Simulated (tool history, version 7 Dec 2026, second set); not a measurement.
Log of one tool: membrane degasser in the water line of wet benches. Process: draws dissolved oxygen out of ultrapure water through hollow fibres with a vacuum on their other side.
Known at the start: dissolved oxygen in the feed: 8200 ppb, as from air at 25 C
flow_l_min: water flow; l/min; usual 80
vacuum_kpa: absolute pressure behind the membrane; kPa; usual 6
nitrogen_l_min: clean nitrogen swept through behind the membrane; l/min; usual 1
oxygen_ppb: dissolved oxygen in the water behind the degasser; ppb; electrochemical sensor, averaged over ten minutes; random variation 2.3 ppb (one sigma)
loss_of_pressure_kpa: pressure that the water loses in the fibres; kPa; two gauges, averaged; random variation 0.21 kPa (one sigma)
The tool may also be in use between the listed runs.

| run | hour | flow_l_min | vacuum_kpa | nitrogen_l_min | oxygen_ppb | loss_of_pressure_kpa |
|---|---|---|---|---|---|---|
| 1 | 0 | 80 | 6 | 1 | 393.8 | 50.79 |
| 2 | 75.6 | 80 | 6 | 1 | 395.1 | 50.7 |
| 3 | 195.7 | 80 | 6 | 1 | 399.2 | 50.71 |
| 4 | 269.1 | 85 | 6 | 1 | 418.8 | 54.25 |
| 5 | 371.4 | 80 | 6.87 | 1 | 506.9 | 50.66 |
| 6 | 446.9 | 102 | 6.87 | 1 | 593 | 64.85 |
| 7 | 517 | 53 | 9.01 | 0.8 | 667.7 | 33.7 |
| 8 | 641.7 | 72 | 6 | 1 | 370.3 | 45.7 |
| 9 | 774.8 | 72 | 6 | 1 | 366.5 | 45.92 |
| 10 | 840.8 | 74 | 4.67 | 1.45 | 169.5 | 47.09 |
| 11 | 959.7 | 89 | 6 | 1.64 | 310.1 | 56.24 |

Forecast each of these 4 alternatives for the next run:
| A | 1113.1 | 93 | 6 | 1.64 | ? | ? |
| B | 1113.1 | 80 | 3.97 | 1 | ? | ? |
| C | 1113.1 | 71 | 6 | 1.64 | ? | ? |
| D | 1113.1 | 102 | 3.77 | 2.98 | ? | ? |

| run | oxygen_ppb | loss_of_pressure_kpa |
|---|---|---|
| A | 325.4 | 59.27 |
| B | 142.8 | 50.78 |
| C | 258.5 | 45.55 |
| D | 76.5 | 65.15 |
Without the tool's hidden state the same runs would have given:
| run | oxygen_ppb | loss_of_pressure_kpa |
|---|---|---|
| A | 300.5 | 58.4 |
| B | 110.7 | 50.04 |
| C | 238.3 | 44.88 |
| D | 57.9 | 64.2 |

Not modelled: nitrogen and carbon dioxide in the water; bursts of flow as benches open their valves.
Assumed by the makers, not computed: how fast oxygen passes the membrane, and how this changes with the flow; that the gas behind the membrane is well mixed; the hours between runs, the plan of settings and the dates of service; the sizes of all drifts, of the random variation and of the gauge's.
